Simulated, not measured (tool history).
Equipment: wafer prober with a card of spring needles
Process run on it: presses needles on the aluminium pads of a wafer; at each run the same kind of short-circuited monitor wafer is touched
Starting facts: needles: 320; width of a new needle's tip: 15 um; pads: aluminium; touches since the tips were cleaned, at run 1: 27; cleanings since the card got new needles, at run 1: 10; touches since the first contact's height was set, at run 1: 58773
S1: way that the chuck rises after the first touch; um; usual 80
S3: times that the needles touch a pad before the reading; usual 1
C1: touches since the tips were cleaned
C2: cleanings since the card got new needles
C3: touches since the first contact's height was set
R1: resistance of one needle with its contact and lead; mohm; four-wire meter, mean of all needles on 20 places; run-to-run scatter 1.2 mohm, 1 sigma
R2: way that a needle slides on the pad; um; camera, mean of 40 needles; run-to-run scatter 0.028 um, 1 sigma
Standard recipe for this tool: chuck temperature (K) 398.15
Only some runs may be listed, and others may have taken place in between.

{"run": 1, "hour": 0.0, "S1": 80, "chuck temperature (K)": 398.15, "S3": 1, "C1": 27, "C2": 10, "C3": 58773, "R1": 270, "R2": 16.48}
{"run": 2, "hour": 7.3, "S1": 79, "chuck temperature (K)": 398.15, "S3": 1, "C1": 3433, "C2": 10, "C3": 62179, "R1": 283, "R2": 16.25}
{"hour": 10.7, "done": "tips cleaned on abrasive film"}
{"run": 3, "hour": 13.4, "S1": 79, "chuck temperature (K)": 398.15, "S3": 1, "C1": 1269, "C2": 11, "C3": 64971, "R1": 276, "R2": 16.22}
{"run": 4, "hour": 20.6, "S1": 79, "chuck temperature (K)": 398.15, "S3": 1, "C1": 4584, "C2": 11, "C3": 68286, "R1": 286, "R2": 16.26}
{"hour": 21.8, "done": "tips cleaned on abrasive film"}
{"run": 5, "hour": 27.7, "S1": 87, "chuck temperature (K)": 398.15, "S3": 1, "C1": 2756, "C2": 12, "C3": 71542, "R1": 278, "R2": 17.85}
{"run": 6, "hour": 32.2, "S1": 80, "chuck temperature (K)": 398.15, "S3": 1, "C1": 4854, "C2": 12, "C3": 73640, "R1": 284, "R2": 16.42}
{"hour": 33.1, "done": "tips cleaned on abrasive film"}
{"run": 7, "hour": 42.3, "S1": 80, "chuck temperature (K)": 398.15, "S3": 1, "C1": 4309, "C2": 13, "C3": 78295, "R1": 284, "R2": 16.41}
{"hour": 44.0, "done": "tips cleaned on abrasive film"}
{"run": 8, "hour": 49.0, "S1": 80, "chuck temperature (K)": 398.15, "S3": 1, "C1": 2332, "C2": 14, "C3": 81352, "R1": 280, "R2": 16.46}
{"hour": 55.4, "done": "tips cleaned on abrasive film"}
{"run": 9, "hour": 58.7, "S1": 80, "chuck temperature (K)": 398.15, "S3": 1, "C1": 1532, "C2": 15, "C3": 85792, "R1": 278, "R2": 16.41}
{"hour": 66.4, "done": "tips cleaned on abrasive film"}
{"run": 10, "hour": 66.4, "S1": 80, "chuck temperature (K)": 398.15, "S3": 1, "C1": 0, "C2": 16, "C3": 89330, "R1": 269, "R2": 16.41}
{"run": 11, "hour": 72.1, "S1": 80, "chuck temperature (K)": 398.15, "S3": 1, "C1": 2654, "C2": 16, "C3": 91984, "R1": 283, "R2": 16.37}
{"hour": 77.1, "done": "tips cleaned on abrasive film"}
{"run": 12, "hour": 79.3, "S1": 80, "chuck temperature (K)": 398.15, "S3": 1, "C1": 1015, "C2": 17, "C3": 95271, "R1": 275, "R2": 16.34}
{"run": 13, "hour": 87.0, "S1": 80, "chuck temperature (K)": 398.15, "S3": 1, "C1": 4596, "C2": 17, "C3": 98852, "R1": 286, "R2": 16.39}
{"hour": 88.5, "done": "tips cleaned on abrasive film"}
{"run": 14, "hour": 95.0, "S1": 80, "chuck temperature (K)": 398.15, "S3": 1, "C1": 3001, "C2": 18, "C3": 102495, "R1": 283, "R2": 16.37}
{"hour": 99.2, "done": "tips cleaned on abrasive film"}
{"run": 15, "hour": 101.7, "S1": 80, "chuck temperature (K)": 354.15, "S3": 3, "C1": 1200, "C2": 19, "C3": 105594, "R1": 259, "R2": 16.36}
{"hour": 109.9, "done": "tips cleaned on abrasive film"}
{"run": 16, "hour": 110.2, "S1": 80, "chuck temperature (K)": 354.15, "S3": 3, "C1": 149, "C2": 20, "C3": 109475, "R1": 256, "R2": 16.33}
{"run": 17, "hour": 119.2, "S1": 61, "chuck temperature (K)": 359.15, "S3": 3, "C1": 4337, "C2": 20, "C3": 113663, "R1": 270, "R2": 12.35}
{"hour": 121.2, "done": "tips cleaned on abrasive film"}
{"run": 18, "hour": 127.4, "S1": 61, "chuck temperature (K)": 359.15, "S3": 3, "C1": 2870, "C2": 21, "C3": 117417, "R1": 271, "R2": 12.36}
{"hour": 132.0, "done": "tips cleaned on abrasive film"}
{"run": 19, "hour": 132.0, "S1": 61, "chuck temperature (K)": 359.15, "S3": 3, "C1": 0, "C2": 22, "C3": 119519, "R1": 264, "R2": 12.41}
{"run": 20, "hour": 139.5, "S1": 61, "chuck temperature (K)": 359.15, "S3": 3, "C1": 3458, "C2": 22, "C3": 122977, "R1": 272, "R2": 12.36}
{"hour": 143.0, "done": "tips cleaned on abrasive film"}
{"run": 21, "hour": 145.2, "S1": 61, "chuck temperature (K)": 359.15, "S3": 3, "C1": 1034, "C2": 23, "C3": 125603, "R1": 267, "R2": 12.32}
{"hour": 154.1, "done": "tips cleaned on abrasive film"}
{"run": 22, "hour": 154.1, "S1": 80, "chuck temperature (K)": 303.15, "S3": 1, "C1": 1, "C2": 24, "C3": 129678, "R1": 244, "R2": 16.31}
{"run": 23, "hour": 163.3, "S1": 80, "chuck temperature (K)": 303.15, "S3": 1, "C1": 4284, "C2": 24, "C3": 133961, "R1": 263, "R2": 16.3}
{"hour": 164.9, "done": "tips cleaned on abrasive film"}
{"run": 24, "hour": 167.8, "S1": 97, "chuck temperature (K)": 329.15, "S3": 2, "C1": 1316, "C2": 25, "C3": 135978, "R1": 253, "R2": 19.75}
{"hour": 176.0, "done": "tips cleaned on abrasive film"}
{"run": 25, "hour": 176.9, "S1": 92, "chuck temperature (K)": 372.15, "S3": 1, "C1": 418, "C2": 26, "C3": 140170, "R1": 265, "R2": 18.7}
{"hour": 187.0, "done": "tips cleaned on abrasive film"}
{"run": 26, "hour": 187.0, "S1": 74, "chuck temperature (K)": 398.15, "S3": 2, "C1": 0, "C2": 27, "C3": 144818, "R1": 271, "R2": 14.98}

Alternative continuations, all from the tool just after run 26; predict every row:
{"run": "A", "hour": 192.5, "S1": 73, "chuck temperature (K)": 398.15, "S3": 2, "C1": 2536, "C2": 27, "C3": 147354, "R1": "?", "R2": "?"}
{"run": "B", "hour": 192.5, "S1": 69, "chuck temperature (K)": 398.15, "S3": 1, "C1": 2536, "C2": 27, "C3": 147354, "R1": "?", "R2": "?"}
{"run": "C", "hour": 192.5, "S1": 75, "chuck temperature (K)": 300.15, "S3": 1, "C1": 2536, "C2": 27, "C3": 147354, "R1": "?", "R2": "?"}
{"run": "D", "hour": 192.5, "S1": 80, "chuck temperature (K)": 398.15, "S3": 2, "C1": 2536, "C2": 27, "C3": 147354, "R1": "?", "R2": "?"}
{"run": "E", "hour": 192.5, "S1": 80, "chuck temperature (K)": 314.15, "S3": 1, "C1": 2536, "C2": 27, "C3": 147354, "R1": "?", "R2": "?"}

run=A R1=280 R2=14.75
run=B R1=285 R2=13.98
run=C R1=260 R2=15.18
run=D R1=275 R2=16.21
run=E R1=258 R2=16.22
Take away the tool's hidden state, keep each run's random variation, and the runs would have read:
run=A R1=271 R2=15.13
run=B R1=269 R2=14.37
run=C R1=243 R2=15.56
run=D R1=267 R2=16.59
run=E R1=244 R2=16.60

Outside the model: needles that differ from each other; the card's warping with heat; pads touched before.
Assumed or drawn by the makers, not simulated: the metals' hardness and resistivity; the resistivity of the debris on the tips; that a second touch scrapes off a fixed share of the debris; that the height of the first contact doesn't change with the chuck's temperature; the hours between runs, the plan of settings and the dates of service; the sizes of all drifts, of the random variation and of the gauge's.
